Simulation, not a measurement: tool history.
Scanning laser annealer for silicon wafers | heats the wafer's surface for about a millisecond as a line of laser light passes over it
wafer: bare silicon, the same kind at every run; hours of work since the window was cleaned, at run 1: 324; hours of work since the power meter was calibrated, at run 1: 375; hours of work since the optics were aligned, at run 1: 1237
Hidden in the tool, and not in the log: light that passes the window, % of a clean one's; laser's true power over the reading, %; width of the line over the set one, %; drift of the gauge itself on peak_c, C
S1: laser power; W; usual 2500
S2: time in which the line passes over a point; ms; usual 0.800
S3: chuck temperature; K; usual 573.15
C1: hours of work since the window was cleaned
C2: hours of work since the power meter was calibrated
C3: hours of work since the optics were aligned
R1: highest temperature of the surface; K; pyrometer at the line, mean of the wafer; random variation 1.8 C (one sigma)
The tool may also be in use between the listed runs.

run	hour	S1	S2	S3	C1	C2	C3	R1
1	0.0	2500	0.800	573.15	324	375	1237	1257.15
2	26.2	2500	0.800	573.15	342	394	1255	1252.15
3	54.8	2500	0.800	590.15	362	413	1275	1265.15
4	78.7	2500	0.704	573.15	379	430	1292	1215.15
5	104.1	2500	0.704	573.15	396	448	1309	1213.15
6	121.1	2500	0.800	573.15	408	460	1321	1247.15
7	137.4	2500	0.800	573.15	419	471	1332	1246.15
# hour 150.7: optics aligned, line set to its width
8	167.9	2500	0.800	573.15	437	489	12	1260.15
9	196.9	2500	0.800	573.15	457	509	32	1260.15
10	220.4	2500	0.800	573.15	474	525	48	1258.15
11	234.1	2500	0.800	573.15	483	535	58	1255.15
12	251.2	2500	0.800	573.15	495	547	70	1256.15
13	274.5	2176	0.800	573.15	511	563	86	1146.15
14	295.8	2500	0.800	573.15	526	578	101	1253.15
15	311.3	2500	0.800	573.15	537	588	112	1249.15
16	332.0	2500	0.800	573.15	551	603	126	1253.15
# hour 335.6: window over the wafer cleaned
17	346.7	2500	0.800	573.15	8	612	135	1232.15
18	361.2	2500	0.800	573.15	18	622	145	1232.15
19	389.3	2500	0.800	584.15	37	641	165	1242.15
20	402.1	2500	0.800	584.15	46	650	173	1241.15
# hour 408.9: window over the wafer cleaned, once more
21	426.1	2257	0.800	573.15	12	665	189	1203.15
22	440.4	2609	0.800	566.15	22	675	199	1321.15
23	460.1	2184	0.673	588.15	36	689	212	1148.15
24	474.2	2634	0.778	553.15	45	699	222	1304.15
25	492.2	2390	0.590	561.15	58	711	235	1153.15
26	512.6	2390	0.590	561.15	72	726	249	1149.15
27	536.5	2652	0.800	596.15	89	742	265	1361.15
28	559.5	2652	0.800	596.15	105	758	282	1362.15
29	574.5	2479	0.793	596.15	115	769	292	1291.15
30	604.0	2744	0.572	571.15	136	789	312	1256.15
31	618.0	2500	0.800	595.15	145	799	322	1301.15
32	634.1	2496	0.826	595.15	157	810	333	1311.15
33	651.1	2496	0.826	595.15	168	822	345	1308.15
34	673.3	2500	0.762	537.15	184	837	361	1230.15
35	690.6	2500	0.762	537.15	196	849	373	1226.15
36	708.0	2399	0.602	537.15	208	861	385	1129.15
37	721.2	2427	0.743	573.15	217	871	394	1225.15
38	735.4	2427	0.743	573.15	227	881	404	1230.15
39	748.8	2534	0.575	587.15	236	890	413	1201.15
40	776.9	2534	0.575	587.15	256	909	433	1205.15
41	797.6	2534	0.575	587.15	270	924	447	1199.15

4 ways to go on from here, each from the tool as it stands after run 41. What would each give?
A	817.1	2500	0.853	573.15	284	937	461	?
B	817.1	2534	0.575	572.15	284	937	461	?
C	817.1	2422	0.657	589.15	284	937	461	?
D	817.1	2205	0.631	560.15	284	937	461	?

run	R1
A	1291.15
B	1186.15
C	1206.15
D	1100.15
Without the tool's hidden state the same runs would have given:
run	R1
A	1313.15
B	1205.15
C	1224.15
D	1116.15

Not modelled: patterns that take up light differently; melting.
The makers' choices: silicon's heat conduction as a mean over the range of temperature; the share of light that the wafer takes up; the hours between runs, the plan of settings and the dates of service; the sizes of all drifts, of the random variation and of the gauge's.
